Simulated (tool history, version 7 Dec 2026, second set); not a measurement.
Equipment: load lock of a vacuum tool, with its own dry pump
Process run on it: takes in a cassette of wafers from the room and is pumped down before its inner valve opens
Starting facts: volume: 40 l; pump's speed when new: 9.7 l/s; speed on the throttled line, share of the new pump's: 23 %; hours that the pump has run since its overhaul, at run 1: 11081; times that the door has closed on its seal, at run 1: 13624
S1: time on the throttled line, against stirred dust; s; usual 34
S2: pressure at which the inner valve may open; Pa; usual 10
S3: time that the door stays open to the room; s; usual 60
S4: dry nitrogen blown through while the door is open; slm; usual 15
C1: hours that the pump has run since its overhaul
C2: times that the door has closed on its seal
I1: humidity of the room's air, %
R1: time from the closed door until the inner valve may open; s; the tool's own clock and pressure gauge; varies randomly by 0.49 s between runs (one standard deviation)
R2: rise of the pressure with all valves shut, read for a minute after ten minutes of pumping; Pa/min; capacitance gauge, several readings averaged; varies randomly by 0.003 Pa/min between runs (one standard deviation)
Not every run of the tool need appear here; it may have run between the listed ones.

{"run": 1, "hour": 0.0, "S1": 34, "S2": 10, "S3": 60, "S4": 15, "C1": 11081, "C2": 13624, "I1": 43.6, "R1": 64.2, "R2": 0.048}
{"run": 2, "hour": 216.3, "S1": 18, "S2": 10, "S3": 60, "S4": 15, "C1": 11297, "C2": 14534, "I1": 47.0, "R1": 52.9, "R2": 0.046}
{"run": 3, "hour": 391.0, "S1": 17, "S2": 10, "S3": 60, "S4": 15, "C1": 11472, "C2": 15270, "I1": 44.4, "R1": 51.6, "R2": 0.042}
{"run": 4, "hour": 535.3, "S1": 28, "S2": 10, "S3": 60, "S4": 15, "C1": 11616, "C2": 15877, "I1": 45.8, "R1": 59.4, "R2": 0.045}
{"run": 5, "hour": 665.4, "S1": 34, "S2": 10, "S3": 60, "S4": 15, "C1": 11746, "C2": 16425, "I1": 43.2, "R1": 64.0, "R2": 0.041}
{"run": 6, "hour": 788.7, "S1": 34, "S2": 10, "S3": 60, "S4": 15, "C1": 11870, "C2": 16943, "I1": 42.2, "R1": 65.1, "R2": 0.04}
{"run": 7, "hour": 1009.8, "S1": 34, "S2": 10, "S3": 60, "S4": 15, "C1": 12091, "C2": 17874, "I1": 43.4, "R1": 64.1, "R2": 0.043}
{"run": 8, "hour": 1168.3, "S1": 34, "S2": 10, "S3": 60, "S4": 15, "C1": 12249, "C2": 18541, "I1": 48.4, "R1": 64.7, "R2": 0.044}
{"run": 9, "hour": 1371.7, "S1": 34, "S2": 10, "S3": 60, "S4": 15, "C1": 12453, "C2": 19397, "I1": 44.8, "R1": 64.6, "R2": 0.045}
{"run": 10, "hour": 1484.8, "S1": 34, "S2": 10, "S3": 60, "S4": 15, "C1": 12566, "C2": 19873, "I1": 45.4, "R1": 64.3, "R2": 0.044}
{"run": 11, "hour": 1665.8, "S1": 34, "S2": 10, "S3": 60, "S4": 15, "C1": 12747, "C2": 20634, "I1": 45.2, "R1": 65.6, "R2": 0.047}
{"run": 12, "hour": 1915.1, "S1": 34, "S2": 10, "S3": 60, "S4": 15, "C1": 12996, "C2": 21684, "I1": 45.4, "R1": 64.2, "R2": 0.045}
{"run": 13, "hour": 2085.7, "S1": 34, "S2": 13, "S3": 60, "S4": 15, "C1": 13167, "C2": 22402, "I1": 42.1, "R1": 63.3, "R2": 0.035}
{"run": 14, "hour": 2299.3, "S1": 34, "S2": 13, "S3": 60, "S4": 15, "C1": 13380, "C2": 23300, "I1": 44.1, "R1": 63.3, "R2": 0.043}
{"run": 15, "hour": 2452.2, "S1": 34, "S2": 10, "S3": 60, "S4": 15, "C1": 13533, "C2": 23944, "I1": 45.1, "R1": 64.4, "R2": 0.046}
{"hour": 2648.1, "done": "dry pump taken out, an overhauled one fitted"}
{"run": 16, "hour": 2648.1, "S1": 34, "S2": 10, "S3": 60, "S4": 15, "C1": 0, "C2": 24743, "I1": 43.8, "R1": 65.5, "R2": 0.039}
{"run": 17, "hour": 2892.4, "S1": 20, "S2": 10, "S3": 60, "S4": 15, "C1": 244, "C2": 25771, "I1": 46.6, "R1": 54.1, "R2": 0.044}
{"run": 18, "hour": 3051.2, "S1": 20, "S2": 10, "S3": 60, "S4": 15, "C1": 403, "C2": 26440, "I1": 43.7, "R1": 53.4, "R2": 0.04}
{"run": 19, "hour": 3247.5, "S1": 34, "S2": 10, "S3": 60, "S4": 13, "C1": 599, "C2": 27266, "I1": 43.4, "R1": 64.6, "R2": 0.048}
{"run": 20, "hour": 3475.8, "S1": 34, "S2": 10, "S3": 28, "S4": 15, "C1": 828, "C2": 28226, "I1": 44.5, "R1": 64.3, "R2": 0.029}
{"run": 21, "hour": 3590.0, "S1": 33, "S2": 10, "S3": 28, "S4": 20, "C1": 942, "C2": 28707, "I1": 45.0, "R1": 63.6, "R2": 0.035}
{"run": 22, "hour": 3812.4, "S1": 34, "S2": 10, "S3": 60, "S4": 29, "C1": 1164, "C2": 29643, "I1": 44.5, "R1": 64.2, "R2": 0.033}
{"run": 23, "hour": 4050.7, "S1": 34, "S2": 10, "S3": 60, "S4": 29, "C1": 1403, "C2": 30646, "I1": 45.4, "R1": 64.5, "R2": 0.03}
{"run": 24, "hour": 4207.4, "S1": 34, "S2": 10, "S3": 60, "S4": 29, "C1": 1559, "C2": 31305, "I1": 49.4, "R1": 65.0, "R2": 0.032}
{"run": 25, "hour": 4385.4, "S1": 34, "S2": 10, "S3": 60, "S4": 29, "C1": 1737, "C2": 32054, "I1": 43.1, "R1": 64.1, "R2": 0.029}
{"run": 26, "hour": 4560.7, "S1": 34, "S2": 10, "S3": 60, "S4": 29, "C1": 1913, "C2": 32792, "I1": 44.8, "R1": 65.0, "R2": 0.032}
{"run": 27, "hour": 4708.6, "S1": 34, "S2": 10, "S3": 60, "S4": 29, "C1": 2060, "C2": 33414, "I1": 46.8, "R1": 63.8, "R2": 0.035}
{"run": 28, "hour": 4930.4, "S1": 34, "S2": 15, "S3": 60, "S4": 23, "C1": 2282, "C2": 34348, "I1": 44.1, "R1": 62.1, "R2": 0.032}
{"run": 29, "hour": 5105.7, "S1": 57, "S2": 15, "S3": 60, "S4": 5, "C1": 2458, "C2": 35086, "I1": 44.2, "R1": 80.4, "R2": 0.059}
{"run": 30, "hour": 5322.4, "S1": 57, "S2": 15, "S3": 60, "S4": 5, "C1": 2674, "C2": 35997, "I1": 40.5, "R1": 80.7, "R2": 0.05}
{"run": 31, "hour": 5496.9, "S1": 57, "S2": 15, "S3": 60, "S4": 5, "C1": 2849, "C2": 36732, "I1": 46.8, "R1": 80.8, "R2": 0.063}
{"run": 32, "hour": 5649.3, "S1": 46, "S2": 9, "S3": 41, "S4": 6, "C1": 3001, "C2": 37373, "I1": 47.8, "R1": 75.1, "R2": 0.051}
{"run": 33, "hour": 5761.6, "S1": 24, "S2": 10, "S3": 120, "S4": 18, "C1": 3113, "C2": 37846, "I1": 47.8, "R1": 56.0, "R2": 0.058}
{"run": 34, "hour": 5894.6, "S1": 24, "S2": 10, "S3": 120, "S4": 18, "C1": 3247, "C2": 38406, "I1": 43.9, "R1": 56.3, "R2": 0.053}
{"run": 35, "hour": 6127.8, "S1": 24, "S2": 10, "S3": 120, "S4": 18, "C1": 3480, "C2": 39387, "I1": 45.7, "R1": 56.5, "R2": 0.055}
{"run": 36, "hour": 6305.2, "S1": 21, "S2": 15, "S3": 164, "S4": 18, "C1": 3657, "C2": 40133, "I1": 42.8, "R1": 52.6, "R2": 0.06}
{"run": 37, "hour": 6546.7, "S1": 52, "S2": 16, "S3": 60, "S4": 15, "C1": 3899, "C2": 41150, "I1": 44.4, "R1": 76.0, "R2": 0.038}

Describe how what the log doesn't record of the tool's condition differs between the last listed run preceding each entry between runs and the first listed run following it.
Runs 15 to 16: dry pump taken out, an overhauled one fitted (hour 2648.1)
  pump's speed, % of a new pump's: 99.8 -> 100
